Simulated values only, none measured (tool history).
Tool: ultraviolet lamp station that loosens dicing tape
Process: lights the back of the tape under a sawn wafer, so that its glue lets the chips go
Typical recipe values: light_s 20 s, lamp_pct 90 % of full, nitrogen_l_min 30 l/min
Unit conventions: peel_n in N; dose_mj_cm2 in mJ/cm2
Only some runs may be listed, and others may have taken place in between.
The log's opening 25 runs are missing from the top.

run 26 hour=484.8 | light_s=13 lamp_pct=86 nitrogen_l_min=28 | peel_n=1.113 dose_mj_cm2=251
run 27 hour=499.9 | light_s=13 lamp_pct=86 nitrogen_l_min=28 | peel_n=1.145 dose_mj_cm2=252
run 28 hour=511.8 | light_s=19 lamp_pct=86 nitrogen_l_min=26 | peel_n=0.559 dose_mj_cm2=369
run 29 hour=535.4 | light_s=13 lamp_pct=62 nitrogen_l_min=42 | peel_n=1.611 dose_mj_cm2=182
run 30 hour=547.9 | light_s=23 lamp_pct=80 nitrogen_l_min=10 | peel_n=0.985 dose_mj_cm2=411
run 31 hour=568.4 | light_s=37 lamp_pct=72 nitrogen_l_min=16 | peel_n=0.341 dose_mj_cm2=593
run 32 hour=586.2 | light_s=20 lamp_pct=90 nitrogen_l_min=20 | peel_n=0.599 dose_mj_cm2=394
run 33 hour=605.0 | light_s=20 lamp_pct=83 nitrogen_l_min=33 | peel_n=0.471 dose_mj_cm2=369
run 34 hour=628.1 | light_s=14 lamp_pct=83 nitrogen_l_min=12 | peel_n=1.991 dose_mj_cm2=254
run 35 hour=655.6 | light_s=26 lamp_pct=90 nitrogen_l_min=30 | peel_n=0.307 dose_mj_cm2=512
run 36 hour=678.2 | light_s=26 lamp_pct=90 nitrogen_l_min=30 | peel_n=0.315 dose_mj_cm2=513
run 37 hour=696.8 | light_s=29 lamp_pct=66 nitrogen_l_min=48 | peel_n=0.329 dose_mj_cm2=415
run 38 hour=713.6 | light_s=29 lamp_pct=66 nitrogen_l_min=17 | peel_n=0.652 dose_mj_cm2=417
run 39 hour=734.3 | light_s=17 lamp_pct=87 nitrogen_l_min=17 | peel_n=1.066 dose_mj_cm2=316
run 40 hour=748.6 | light_s=17 lamp_pct=87 nitrogen_l_min=17 | peel_n=1.083 dose_mj_cm2=315
run 41 hour=774.5 | light_s=17 lamp_pct=87 nitrogen_l_min=21 | peel_n=0.901 dose_mj_cm2=320
run 42 hour=793.3 | light_s=40 lamp_pct=69 nitrogen_l_min=30 | peel_n=0.279 dose_mj_cm2=586

Predict each of these 3 candidate next runs independently; none follows another, all start after run 42:
run A hour=814.0 | light_s=40 lamp_pct=69 nitrogen_l_min=42 | peel_n=? dose_mj_cm2=?
run B hour=814.0 | light_s=24 lamp_pct=83 nitrogen_l_min=30 | peel_n=? dose_mj_cm2=?
run C hour=814.0 | light_s=39 lamp_pct=86 nitrogen_l_min=46 | peel_n=? dose_mj_cm2=?

run=A peel_n=0.260 dose_mj_cm2=581
run=B peel_n=0.396 dose_mj_cm2=421
run=C peel_n=0.248 dose_mj_cm2=712
With the hidden condition removed and each run's random variation left untouched, the same runs would have given:
run=A peel_n=0.250 dose_mj_cm2=706
run=B peel_n=0.306 dose_mj_cm2=511
run=C peel_n=0.246 dose_mj_cm2=864
